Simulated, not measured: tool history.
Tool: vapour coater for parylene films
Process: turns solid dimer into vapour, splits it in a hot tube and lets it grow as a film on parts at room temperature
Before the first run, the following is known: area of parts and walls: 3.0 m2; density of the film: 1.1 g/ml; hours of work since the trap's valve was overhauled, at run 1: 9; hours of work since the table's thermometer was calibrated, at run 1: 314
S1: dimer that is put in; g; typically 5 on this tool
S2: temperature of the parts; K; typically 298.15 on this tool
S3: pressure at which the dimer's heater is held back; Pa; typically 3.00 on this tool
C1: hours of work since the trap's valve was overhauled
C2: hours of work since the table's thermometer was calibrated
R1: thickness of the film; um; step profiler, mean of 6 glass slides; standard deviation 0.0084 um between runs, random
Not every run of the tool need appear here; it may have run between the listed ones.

Run 1, hour 0.0: usual settings; C1 9; C2 314. Result: R1 0.858 um.
Run 2, hour 52.4: usual settings; C1 31; C2 335. Result: R1 0.845 um.
Run 3, hour 84.0: usual settings; C1 44; C2 348. Result: R1 0.849 um.
Run 4, hour 139.7: usual settings; C1 67; C2 371. Result: R1 0.845 um.
Run 5, hour 181.5: usual settings; C1 84; C2 389. Result: R1 0.854 um.
Run 6, hour 218.9: usual settings; C1 99; C2 404. Result: R1 0.831 um.
Run 7, hour 252.8: usual settings; C1 113; C2 418. Result: R1 0.852 um.
Run 8, hour 312.9: usual settings; C1 138; C2 443. Result: R1 0.843 um.
Run 9, hour 363.8: usual settings; C1 159; C2 464. Result: R1 0.843 um.
Run 10, hour 420.1: usual settings but S3 6.44 Pa; C1 182; C2 487. Result: R1 0.693 um.
Run 11, hour 463.7: usual settings but S3 6.44 Pa; C1 200; C2 505. Result: R1 0.704 um.
Run 12, hour 517.3: usual settings; C1 223; C2 527. Result: R1 0.824 um.
Run 13, hour 552.8: usual settings; C1 237; C2 542. Result: R1 0.817 um.
Run 14, hour 586.8: usual settings; C1 251; C2 556. Result: R1 0.831 um.
Run 15, hour 622.7: usual settings but S2 290.15 K; C1 266; C2 571. Result: R1 1.111 um.
Run 16, hour 677.4: usual settings but S2 290.15 K; C1 289; C2 593. Result: R1 1.100 um.
Run 17, hour 717.0: usual settings but S2 290.15 K; C1 305; C2 610. Result: R1 1.098 um.
Run 18, hour 765.0: usual settings but S2 290.15 K; C1 325; C2 629. Result: R1 1.088 um.
Run 19, hour 821.9: usual settings but S2 290.15 K; C1 348; C2 653. Result: R1 1.100 um.
Run 20, hour 847.3: usual settings but S2 290.15 K; C1 359; C2 663. Result: R1 1.078 um.
Run 21, hour 882.4: usual settings but S2 290.15 K; C1 373; C2 678. Result: R1 1.073 um.
Run 22, hour 914.4: usual settings but S2 290.15 K; C1 386; C2 691. Result: R1 1.073 um.
Run 23, hour 952.4: usual settings but S2 290.15 K; C1 402; C2 707. Result: R1 1.078 um.
Run 24, hour 1000.2: usual settings but S2 290.15 K, S3 4.90 Pa; C1 422; C2 727. Result: R1 0.958 um.
Run 25, hour 1024.7: usual settings but S1 2 g, S2 297.15 K; C1 432; C2 737. Result: R1 0.327 um.
Run 26, hour 1082.2: usual settings but S1 2 g, S2 297.15 K, S3 3.21 Pa; C1 456; C2 760. Result: R1 0.315 um.
Run 27, hour 1137.0: usual settings but S1 3 g, S2 295.15 K, S3 6.79 Pa; C1 478; C2 783. Result: R1 0.421 um.
Run 28, hour 1176.2: usual settings but S1 7 g, S2 297.15 K, S3 7.13 Pa; C1 495; C2 799. Result: R1 0.901 um.
Run 29, hour 1208.3: usual settings but S2 301.15 K, S3 5.39 Pa; C1 508; C2 812. Result: R1 0.585 um.
Run 30, hour 1260.1: usual settings but S2 301.15 K, S3 5.39 Pa; C1 529; C2 834. Result: R1 0.584 um.
Run 31, hour 1315.1: usual settings but S2 301.15 K, S3 5.39 Pa; C1 552; C2 857. Result: R1 0.601 um.
Run 32, hour 1348.6: usual settings but S2 290.15 K, S3 8.00 Pa; C1 566; C2 870. Result: R1 0.831 um.
Run 33, hour 1390.1: usual settings but S1 2 g, S2 295.15 K, S3 8.00 Pa; C1 583; C2 887. Result: R1 0.279 um.
Run 34, hour 1444.7: usual settings but S1 7 g, S2 302.15 K, S3 7.99 Pa; C1 605; C2 910. Result: R1 0.717 um.
Run 35, hour 1487.5: usual settings but S1 4 g, S2 300.15 K, S3 2.44 Pa; C1 623; C2 928. Result: R1 0.566 um.
At hour 1503.5: trap's valve overhauled.
Run 36, hour 1546.9: usual settings but S1 6 g, S2 291.15 K, S3 4.81 Pa; C1 18; C2 951. Result: R1 1.224 um.
Run 37, hour 1579.2: usual settings but S1 8 g, S2 302.15 K; C1 31; C2 964. Result: R1 1.179 um.
Run 38, hour 1633.3: usual settings but S1 8 g, S2 302.15 K, S3 7.75 Pa; C1 54; C2 986. Result: R1 0.958 um.
Run 39, hour 1681.3: usual settings but S1 8 g, S2 302.15 K, S3 7.75 Pa; C1 73; C2 1006. Result: R1 0.917 um.
Run 40, hour 1737.8: usual settings but S1 4 g, S2 290.15 K, S3 7.35 Pa; C1 97; C2 1029. Result: R1 0.762 um.
Run 41, hour 1773.5: usual settings but S1 7 g, S2 304.15 K, S3 7.35 Pa; C1 111; C2 1044. Result: R1 0.777 um.
Run 42, hour 1813.7: usual settings but S1 2 g, S2 302.15 K; C1 128; C2 1061. Result: R1 0.288 um.
Run 43, hour 1838.4: usual settings but S1 3 g, S2 294.15 K; C1 138; C2 1071. Result: R1 0.574 um.
Run 44, hour 1898.8: usual settings but S1 3 g, S2 294.15 K, S3 5.03 Pa; C1 163; C2 1096. Result: R1 0.507 um.
Run 45, hour 1937.4: usual settings but S1 3 g, S2 294.15 K, S3 5.03 Pa; C1 179; C2 1112. Result: R1 0.504 um.
Run 46, hour 1972.0: usual settings but S1 2 g, S3 8.47 Pa; C1 193; C2 1126. Result: R1 0.257 um.
Run 47, hour 2000.8: usual settings but S1 2 g, S3 8.47 Pa; C1 205; C2 1138. Result: R1 0.259 um.
Run 48, hour 2037.8: usual settings but S1 2 g, S3 8.47 Pa; C1 221; C2 1153. Result: R1 0.253 um.

Here are 3 independent what-if runs from the current tool condition. What would each one return?
Run A, hour 2086.6: usual settings but S1 7 g, S2 308.15 K, S3 3.61 Pa; C1 241; C2 1173. Result: R1 ?.
Run B, hour 2086.6: usual settings but S2 301.15 K, S3 2.40 Pa; C1 241; C2 1173. Result: R1 ?.
Run C, hour 2086.6: usual settings; C1 241; C2 1173. Result: R1 ?.

run     R1
  A  0.730
  B  0.762
  C  0.815
With no hidden state in the tool, these same runs would have given:
run     R1
  A  0.789
  B  0.823
  C  0.880

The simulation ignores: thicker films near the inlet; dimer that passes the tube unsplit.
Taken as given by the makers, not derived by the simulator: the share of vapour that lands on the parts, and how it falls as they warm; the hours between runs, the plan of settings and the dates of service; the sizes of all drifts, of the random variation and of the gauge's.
